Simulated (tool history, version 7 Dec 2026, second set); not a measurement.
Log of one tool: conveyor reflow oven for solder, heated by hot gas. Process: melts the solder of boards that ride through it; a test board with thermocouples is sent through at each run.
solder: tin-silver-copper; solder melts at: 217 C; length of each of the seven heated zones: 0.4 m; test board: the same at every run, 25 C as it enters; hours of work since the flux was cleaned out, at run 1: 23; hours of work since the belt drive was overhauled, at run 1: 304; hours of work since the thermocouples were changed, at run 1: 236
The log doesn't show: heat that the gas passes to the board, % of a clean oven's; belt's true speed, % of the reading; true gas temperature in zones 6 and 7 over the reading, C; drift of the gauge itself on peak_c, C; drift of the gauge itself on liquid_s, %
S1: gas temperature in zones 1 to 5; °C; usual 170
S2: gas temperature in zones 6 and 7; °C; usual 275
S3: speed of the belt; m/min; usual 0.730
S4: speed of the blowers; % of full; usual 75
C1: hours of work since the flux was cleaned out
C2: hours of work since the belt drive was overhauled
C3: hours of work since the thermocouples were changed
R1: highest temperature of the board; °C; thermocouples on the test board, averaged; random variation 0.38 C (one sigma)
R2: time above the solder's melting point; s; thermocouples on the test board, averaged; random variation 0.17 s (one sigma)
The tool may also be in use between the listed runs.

{"run": 1, "day": 0.0, "S1": 170, "S2": 275, "S3": 0.73, "S4": 75, "C1": 23, "C2": 304, "C3": 236, "R1": 265.9, "R2": 56.7}
{"run": 2, "day": 0.233, "S1": 170, "S2": 275, "S3": 0.73, "S4": 75, "C1": 27, "C2": 308, "C3": 240, "R1": 265.4, "R2": 56.6}
{"run": 3, "day": 0.721, "S1": 170, "S2": 275, "S3": 0.73, "S4": 75, "C1": 35, "C2": 316, "C3": 248, "R1": 265.1, "R2": 56.4}
{"run": 4, "day": 1.175, "S1": 170, "S2": 275, "S3": 0.73, "S4": 75, "C1": 43, "C2": 323, "C3": 255, "R1": 265.6, "R2": 56.6}
{"run": 5, "day": 1.583, "S1": 170, "S2": 275, "S3": 0.73, "S4": 75, "C1": 49, "C2": 330, "C3": 262, "R1": 265.7, "R2": 56.3}
{"run": 6, "day": 1.854, "S1": 170, "S2": 275, "S3": 0.73, "S4": 75, "C1": 54, "C2": 334, "C3": 266, "R1": 265.2, "R2": 56.1}
{"run": 7, "day": 2.188, "S1": 170, "S2": 275, "S3": 0.73, "S4": 75, "C1": 59, "C2": 340, "C3": 272, "R1": 265.7, "R2": 56.2}
{"run": 8, "day": 2.438, "S1": 170, "S2": 275, "S3": 0.73, "S4": 70, "C1": 63, "C2": 344, "C3": 276, "R1": 264.1, "R2": 55.9}
{"run": 9, "day": 2.712, "S1": 170, "S2": 275, "S3": 0.73, "S4": 70, "C1": 68, "C2": 349, "C3": 280, "R1": 265.0, "R2": 56.0}
{"run": 10, "day": 3.15, "S1": 170, "S2": 275, "S3": 0.73, "S4": 70, "C1": 75, "C2": 356, "C3": 287, "R1": 264.9, "R2": 55.9}
{"run": 11, "day": 3.396, "S1": 170, "S2": 272, "S3": 0.73, "S4": 53, "C1": 79, "C2": 360, "C3": 291, "R1": 258.2, "R2": 52.3}
{"run": 12, "day": 3.788, "S1": 163, "S2": 275, "S3": 0.73, "S4": 61, "C1": 85, "C2": 366, "C3": 298, "R1": 261.9, "R2": 52.9}
{"run": 13, "day": 4.146, "S1": 170, "S2": 275, "S3": 0.821, "S4": 67, "C1": 91, "C2": 372, "C3": 304, "R1": 261.5, "R2": 47.4}

5 ways to go on from here, each from the tool as it stands after run 13. What would each give?
{"run": "A", "day": 4.671, "S1": 170, "S2": 275, "S3": 0.733, "S4": 67, "C1": 99, "C2": 380, "C3": 312, "R1": "?", "R2": "?"}
{"run": "B", "day": 4.671, "S1": 170, "S2": 275, "S3": 0.635, "S4": 75, "C1": 99, "C2": 380, "C3": 312, "R1": "?", "R2": "?"}
{"run": "C", "day": 4.671, "S1": 170, "S2": 267, "S3": 0.821, "S4": 82, "C1": 99, "C2": 380, "C3": 312, "R1": "?", "R2": "?"}
{"run": "D", "day": 4.671, "S1": 170, "S2": 275, "S3": 0.821, "S4": 89, "C1": 99, "C2": 380, "C3": 312, "R1": "?", "R2": "?"}
{"run": "E", "day": 4.671, "S1": 163, "S2": 272, "S3": 0.821, "S4": 72, "C1": 99, "C2": 380, "C3": 312, "R1": "?", "R2": "?"}

run=A R1=264.0 R2=55.3
run=B R1=268.7 R2=66.8
run=C R1=255.6 R2=46.0
run=D R1=264.3 R2=49.4
run=E R1=258.3 R2=44.8
Without the tool's hidden state the same runs would have given:
run=A R1=264.1 R2=55.3
run=B R1=268.7 R2=66.8
run=C R1=255.6 R2=46.0
run=D R1=264.4 R2=49.4
run=E R1=258.3 R2=44.8
